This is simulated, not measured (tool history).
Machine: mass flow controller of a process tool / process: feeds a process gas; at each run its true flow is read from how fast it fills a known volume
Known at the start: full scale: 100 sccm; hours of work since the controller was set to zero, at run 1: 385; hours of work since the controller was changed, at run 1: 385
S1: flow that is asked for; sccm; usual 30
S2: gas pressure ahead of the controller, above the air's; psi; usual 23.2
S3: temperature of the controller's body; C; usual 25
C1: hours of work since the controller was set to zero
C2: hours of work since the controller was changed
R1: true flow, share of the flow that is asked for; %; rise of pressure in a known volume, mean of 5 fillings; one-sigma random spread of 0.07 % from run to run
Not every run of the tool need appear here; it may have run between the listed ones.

run,hour,S1,S2,S3,C1,C2,R1
1,0,30,23.2,25,385,385,98.54
2,85.4,30,21.5,25,417,417,98.24
3,148.5,30,23.2,25,440,440,98.3
4,215.5,30,23.2,25,465,465,98.24
5,275.3,30,23.2,25,487,487,98.13
6,378,30,23.2,25,525,525,98.07
7,428.7,30,23.2,30,543,543,98.67
8,503.2,15,23.2,30,571,571,98.39
9,591.7,15,23.2,30,604,604,98.27
10,642.5,24,23.2,25,622,622,97.75
11,714.5,24,23.2,25,649,649,97.65
12,769.6,30,23.2,25,669,669,97.71
13,847.9,30,23.2,25,698,698,97.68
14,941.3,30,21.8,25,733,733,97.42
15,990.1,30,21.8,31,751,751,97.93
16,1066.2,30,23.2,27,779,779,97.47
17,1152.8,30,23.2,27,811,811,97.43
18,1226,30,23.2,27,838,838,97.34
19,1309.2,30,23.2,27,868,868,97.24
20,1380.4,23,29.4,39,895,895,98.72
21,1465.9,21,25.4,37,926,926,98.13
22,1547.5,21,25.4,37,956,956,97.98
23,1594,46,27.6,24,973,973,97.13
# hour 1633.6: gauge calibrated
24,1676.3,14,31.3,31,1004,1004,99.39
25,1729.4,14,31.3,31,1023,1023,99.2
26,1819.7,14,31.3,31,1057,1057,99.1
27,1924.1,63,30.6,33,1095,1095,99.94
28,1998.5,30,30.9,25,1123,1123,98.52

Selected run-to-run steps in R1, each split into two signed amounts: the part the tool would show with no hidden state at all (from settings, incoming material and random variation), and the remainder, which goes to the hidden state together with any gauge scatter not common to the measured and the hidden-state-free results:
Unlogged tool condition in this case: flow at rest that the sensor doesn't see, % of full scale; true flow over the shown one, %; drift of the gauge itself on true_pct, %.
Run 5 -> 6: no setting changed, nothing entered. R1 -0.06 %: hidden state -0.12, all else +0.06.
Run 19 -> 20: S1 30 -> 23, S2 23.2 -> 29.4, S3 27 -> 39. R1 +1.48 %: hidden state -0.11, all else +1.59.
Run 23 -> 24: S1 46 -> 14, S2 27.6 -> 31.3, S3 24 -> 31, gauge calibrated. R1 +2.26 %: hidden state +1.75, all else +0.51.
